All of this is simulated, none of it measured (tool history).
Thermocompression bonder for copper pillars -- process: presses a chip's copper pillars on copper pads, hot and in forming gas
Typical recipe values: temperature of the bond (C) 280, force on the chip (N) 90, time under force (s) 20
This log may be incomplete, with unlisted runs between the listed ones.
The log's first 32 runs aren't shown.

| run | hour | temperature of the bond (C) | force on the chip (N) | time under force (s) | force that shears a chip off (N) |
|---|---|---|---|---|---|
| 33 | 294.3 | 280 | 90 | 14 | 51.2 |
| 34 | 299.7 | 280 | 90 | 14 | 51.2 |
| 35 | 306.4 | 280 | 90 | 14 | 51.1 |
| 36 | 313.0 | 280 | 90 | 14 | 50.3 |
| 37 | 322.8 | 280 | 90 | 14 | 51.2 |
| 38 | 329.3 | 280 | 90 | 14 | 51.3 |
| 39 | 337.9 | 261 | 67 | 13 | 27.2 |
| 40 | 350.4 | 261 | 67 | 13 | 27.2 |

Each row is a separate what-if for the run after 40, all from the same tool condition, not one after another. Results?
| A | 357.4 | 291 | 113 | 38 | ? |
| B | 357.4 | 300 | 92 | 13 | ? |
| C | 357.4 | 293 | 67 | 13 | ? |
| D | 357.4 | 251 | 90 | 20 | ? |

| run | force that shears a chip off (N) |
|---|---|
| A | 95.2 |
| B | 63.3 |
| C | 42.3 |
| D | 40.1 |
Without the tool's unlogged condition, the same runs would have read:
| run | force that shears a chip off (N) |
|---|---|
| A | 106.8 |
| B | 73.1 |
| C | 49.9 |
| D | 48.1 |
